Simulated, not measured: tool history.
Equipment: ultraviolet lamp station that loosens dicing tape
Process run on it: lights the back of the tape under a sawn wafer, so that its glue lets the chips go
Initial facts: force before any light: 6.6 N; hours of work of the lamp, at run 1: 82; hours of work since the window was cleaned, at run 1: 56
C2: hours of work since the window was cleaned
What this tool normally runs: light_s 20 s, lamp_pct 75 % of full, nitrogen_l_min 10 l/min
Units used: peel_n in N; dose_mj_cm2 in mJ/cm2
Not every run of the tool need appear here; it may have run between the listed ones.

{"run": 1, "hour": 0.0, "light_s": 20, "lamp_pct": 75, "nitrogen_l_min": 10, "hours of work of the lamp": 82, "C2": 56, "peel_n": 0.408, "dose_mj_cm2": 238}
{"run": 2, "hour": 25.3, "light_s": 20, "lamp_pct": 75, "nitrogen_l_min": 10, "hours of work of the lamp": 101, "C2": 75, "peel_n": 0.396, "dose_mj_cm2": 237}
{"run": 3, "hour": 55.9, "light_s": 20, "lamp_pct": 71, "nitrogen_l_min": 10, "hours of work of the lamp": 123, "C2": 97, "peel_n": 0.471, "dose_mj_cm2": 224}
{"run": 4, "hour": 73.4, "light_s": 20, "lamp_pct": 75, "nitrogen_l_min": 10, "hours of work of the lamp": 136, "C2": 110, "peel_n": 0.421, "dose_mj_cm2": 233}
{"run": 5, "hour": 97.8, "light_s": 20, "lamp_pct": 75, "nitrogen_l_min": 10, "hours of work of the lamp": 154, "C2": 129, "peel_n": 0.426, "dose_mj_cm2": 229}
{"run": 6, "hour": 117.7, "light_s": 20, "lamp_pct": 83, "nitrogen_l_min": 10, "hours of work of the lamp": 169, "C2": 143, "peel_n": 0.373, "dose_mj_cm2": 251}
{"run": 7, "hour": 145.8, "light_s": 20, "lamp_pct": 83, "nitrogen_l_min": 10, "hours of work of the lamp": 190, "C2": 164, "peel_n": 0.37, "dose_mj_cm2": 248}
{"run": 8, "hour": 177.3, "light_s": 20, "lamp_pct": 75, "nitrogen_l_min": 15, "hours of work of the lamp": 214, "C2": 188, "peel_n": 0.358, "dose_mj_cm2": 220}
{"run": 9, "hour": 197.7, "light_s": 20, "lamp_pct": 66, "nitrogen_l_min": 15, "hours of work of the lamp": 229, "C2": 203, "peel_n": 0.482, "dose_mj_cm2": 192}
{"run": 10, "hour": 210.8, "light_s": 20, "lamp_pct": 75, "nitrogen_l_min": 10, "hours of work of the lamp": 238, "C2": 213, "peel_n": 0.494, "dose_mj_cm2": 219}
{"run": 11, "hour": 224.0, "light_s": 20, "lamp_pct": 87, "nitrogen_l_min": 10, "hours of work of the lamp": 248, "C2": 222, "peel_n": 0.381, "dose_mj_cm2": 247}
{"run": 12, "hour": 238.6, "light_s": 20, "lamp_pct": 87, "nitrogen_l_min": 10, "hours of work of the lamp": 259, "C2": 233, "peel_n": 0.362, "dose_mj_cm2": 245}
{"run": 13, "hour": 266.2, "light_s": 20, "lamp_pct": 87, "nitrogen_l_min": 10, "hours of work of the lamp": 280, "C2": 254, "peel_n": 0.384, "dose_mj_cm2": 239}
{"run": 14, "hour": 292.9, "light_s": 20, "lamp_pct": 75, "nitrogen_l_min": 10, "hours of work of the lamp": 299, "C2": 274, "peel_n": 0.533, "dose_mj_cm2": 205}
{"run": 15, "hour": 317.5, "light_s": 20, "lamp_pct": 78, "nitrogen_l_min": 10, "hours of work of the lamp": 318, "C2": 292, "peel_n": 0.518, "dose_mj_cm2": 211}
{"run": 16, "hour": 331.1, "light_s": 23, "lamp_pct": 89, "nitrogen_l_min": 18, "hours of work of the lamp": 328, "C2": 302, "peel_n": 0.228, "dose_mj_cm2": 272}
{"run": 17, "hour": 350.7, "light_s": 23, "lamp_pct": 89, "nitrogen_l_min": 18, "hours of work of the lamp": 342, "C2": 317, "peel_n": 0.225, "dose_mj_cm2": 274}
{"run": 18, "hour": 366.9, "light_s": 25, "lamp_pct": 89, "nitrogen_l_min": 18, "hours of work of the lamp": 355, "C2": 329, "peel_n": 0.207, "dose_mj_cm2": 292}
{"run": 19, "hour": 390.0, "light_s": 23, "lamp_pct": 61, "nitrogen_l_min": 8, "hours of work of the lamp": 372, "C2": 346, "peel_n": 0.801, "dose_mj_cm2": 181}
{"run": 20, "hour": 416.2, "light_s": 23, "lamp_pct": 61, "nitrogen_l_min": 8, "hours of work of the lamp": 391, "C2": 365, "peel_n": 0.808, "dose_mj_cm2": 178}
{"run": 21, "hour": 435.5, "light_s": 14, "lamp_pct": 61, "nitrogen_l_min": 4, "hours of work of the lamp": 405, "C2": 380, "peel_n": 2.503, "dose_mj_cm2": 106}
{"run": 22, "hour": 456.3, "light_s": 19, "lamp_pct": 61, "nitrogen_l_min": 4, "hours of work of the lamp": 421, "C2": 395, "peel_n": 1.751, "dose_mj_cm2": 143}
{"run": 23, "hour": 470.5, "light_s": 20, "lamp_pct": 94, "nitrogen_l_min": 10, "hours of work of the lamp": 431, "C2": 406, "peel_n": 0.421, "dose_mj_cm2": 231}
{"run": 24, "hour": 486.8, "light_s": 24, "lamp_pct": 75, "nitrogen_l_min": 10, "hours of work of the lamp": 444, "C2": 418, "peel_n": 0.454, "dose_mj_cm2": 222}
{"run": 25, "hour": 502.2, "light_s": 20, "lamp_pct": 60, "nitrogen_l_min": 6, "hours of work of the lamp": 455, "C2": 429, "peel_n": 1.396, "dose_mj_cm2": 149}
{"hour": 528.8, "done": "window cleaned of glue's vapour"}
{"run": 26, "hour": 528.8, "light_s": 18, "lamp_pct": 87, "nitrogen_l_min": 12, "hours of work of the lamp": 474, "C2": 0, "peel_n": 0.404, "dose_mj_cm2": 221}
{"run": 27, "hour": 551.4, "light_s": 18, "lamp_pct": 87, "nitrogen_l_min": 12, "hours of work of the lamp": 491, "C2": 17, "peel_n": 0.419, "dose_mj_cm2": 215}
{"run": 28, "hour": 580.3, "light_s": 20, "lamp_pct": 75, "nitrogen_l_min": 7, "hours of work of the lamp": 513, "C2": 38, "peel_n": 0.679, "dose_mj_cm2": 206}

Below, some changes in peel_n between adjacent runs. For each, the amount present without the hidden state too (settings, incoming material, random variation) and the amount remaining for the hidden state with gauge scatter not shared by both compared results:
Hidden state present: lamp's light, % of a new lamp's; light that the window lets through, % of a clean one's; drift of the gauge itself on peel_n, %; drift of the gauge itself on dose_mj_cm2, %.
Run 20 -> 21: light_s 23 -> 14, nitrogen_l_min 8 -> 4. peel_n +1.695 N: hidden state +0.378, all else +1.317.
Run 22 -> 23: light_s 19 -> 20, lamp_pct 61 -> 94, nitrogen_l_min 4 -> 10. peel_n -1.33 N: hidden state -0.467, all else -0.863.
Run 25 -> 26: light_s 20 -> 18, lamp_pct 60 -> 87, nitrogen_l_min 6 -> 12, window cleaned of glue's vapour. peel_n -0.992 N: hidden state -0.495, all else -0.497.
